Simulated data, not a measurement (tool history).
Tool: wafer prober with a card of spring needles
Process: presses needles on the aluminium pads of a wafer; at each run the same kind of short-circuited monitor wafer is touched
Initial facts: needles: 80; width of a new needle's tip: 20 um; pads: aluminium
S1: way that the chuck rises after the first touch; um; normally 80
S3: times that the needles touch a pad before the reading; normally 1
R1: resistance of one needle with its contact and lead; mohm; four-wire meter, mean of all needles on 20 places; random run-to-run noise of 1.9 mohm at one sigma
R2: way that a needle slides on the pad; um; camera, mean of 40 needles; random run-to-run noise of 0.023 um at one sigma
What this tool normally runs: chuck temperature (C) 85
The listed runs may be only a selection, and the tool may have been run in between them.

Run 1, hour 0: usual settings. Result: R1 198 mohm, R2 20.99 um.
At hour 3.7: tips cleaned on abrasive film.
Run 2, hour 17.1: usual settings. Result: R1 197 mohm, R2 20.97 um.
At hour 38.4: tips cleaned on abrasive film.
Run 3, hour 48.8: usual settings. Result: R1 199 mohm, R2 20.95 um.
Run 4, hour 68.4: usual settings but chuck temperature (C) 33. Result: R1 188 mohm, R2 20.99 um.
At hour 73: tips cleaned on abrasive film.
Run 5, hour 89.4: usual settings but chuck temperature (C) 33. Result: R1 187 mohm, R2 20.98 um.
At hour 107.9: tips cleaned on abrasive film.
Run 6, hour 110.6: usual settings but chuck temperature (C) 120. Result: R1 202 mohm, R2 20.97 um.
Run 7, hour 135.6: usual settings. Result: R1 194 mohm, R2 20.94 um.
At hour 142.2: tips cleaned on abrasive film.
Run 8, hour 155.3: usual settings. Result: R1 195 mohm, R2 20.98 um.
At hour 177.7: tips cleaned on abrasive film.
Run 9, hour 181.9: usual settings. Result: R1 193 mohm, R2 20.93 um.
Run 10, hour 211.4: usual settings but S3 2. Result: R1 195 mohm, R2 20.97 um.
At hour 213.4: tips cleaned on abrasive film.
Run 11, hour 228.1: usual settings but S3 2. Result: R1 196 mohm, R2 20.95 um.
At hour 247.6: tips cleaned on abrasive film.
Run 12, hour 256.6: usual settings but S3 2. Result: R1 195 mohm, R2 20.95 um.
At hour 271.9: height of the first contact set anew.
At hour 282.2: tips cleaned on abrasive film.
Run 13, hour 288.6: usual settings but S3 2. Result: R1 197 mohm, R2 20.93 um.
Run 14, hour 307.4: usual settings but S3 2. Result: R1 194 mohm, R2 20.92 um.
At hour 317.5: tips cleaned on abrasive film.
Run 15, hour 323.6: usual settings but S3 2. Result: R1 195 mohm, R2 20.97 um.
Run 16, hour 339.5: usual settings but S1 68 um. Result: R1 200 mohm, R2 17.84 um.
At hour 351.7: tips cleaned on abrasive film.
Run 17, hour 365.6: usual settings but S1 64 um. Result: R1 202 mohm, R2 16.78 um.
At hour 387.1: tips cleaned on abrasive film.
Run 18, hour 392.1: usual settings but S1 61 um, chuck temperature (C) 69. Result: R1 196 mohm, R2 16.01 um.
Run 19, hour 420.4: usual settings but S1 73 um, chuck temperature (C) 56, S3 3. Result: R1 191 mohm, R2 19.12 um.
At hour 422.1: tips cleaned on abrasive film.
Run 20, hour 433.8: usual settings but S1 73 um, chuck temperature (C) 56, S3 3. Result: R1 194 mohm, R2 19.13 um.
Run 21, hour 448.5: usual settings but S1 75 um, chuck temperature (C) 53, S3 2. Result: R1 190 mohm, R2 19.63 um.
At hour 456.7: tips cleaned on abrasive film.
Run 22, hour 469.8: usual settings but S1 75 um, chuck temperature (C) 53, S3 3. Result: R1 186 mohm, R2 19.65 um.
At hour 491.5: tips cleaned on abrasive film.
Run 23, hour 501.8: usual settings but S1 62 um, chuck temperature (C) 67, S3 3. Result: R1 194 mohm, R2 16.24 um.
At hour 526.5: tips cleaned on abrasive film.
Run 24, hour 526.5: usual settings but chuck temperature (C) 37. Result: R1 187 mohm, R2 21 um.
Run 25, hour 558.3: usual settings but S1 85 um, chuck temperature (C) 31, S3 2. Result: R1 184 mohm, R2 22.26 um.

Alternative continuations, all from the tool just after run 25; predict every row:
At hour 561.5: tips cleaned on abrasive film.
Run A, hour 575.4: usual settings but S1 71 um, chuck temperature (C) 25. Result: R1 ?, R2 ?.
At hour 561.5: tips cleaned on abrasive film.
Run B, hour 575.4: usual settings but S1 66 um. Result: R1 ?, R2 ?.
At hour 561.5: tips cleaned on abrasive film.
Run C, hour 575.4: usual settings but S1 70 um, chuck temperature (C) 88, S3 2. Result: R1 ?, R2 ?.
At hour 561.5: tips cleaned on abrasive film.
Run D, hour 575.4: usual settings but S3 2. Result: R1 ?, R2 ?.

run   R1     R2
  A  186  18.59
  B  198  17.28
  C  201  18.36
  D  194  20.97
The same runs, with their run-to-run variation unchanged, on a tool lacking any hidden condition would have given:
run   R1     R2
  A  185  18.59
  B  197  17.28
  C  200  18.36
  D  194  20.97
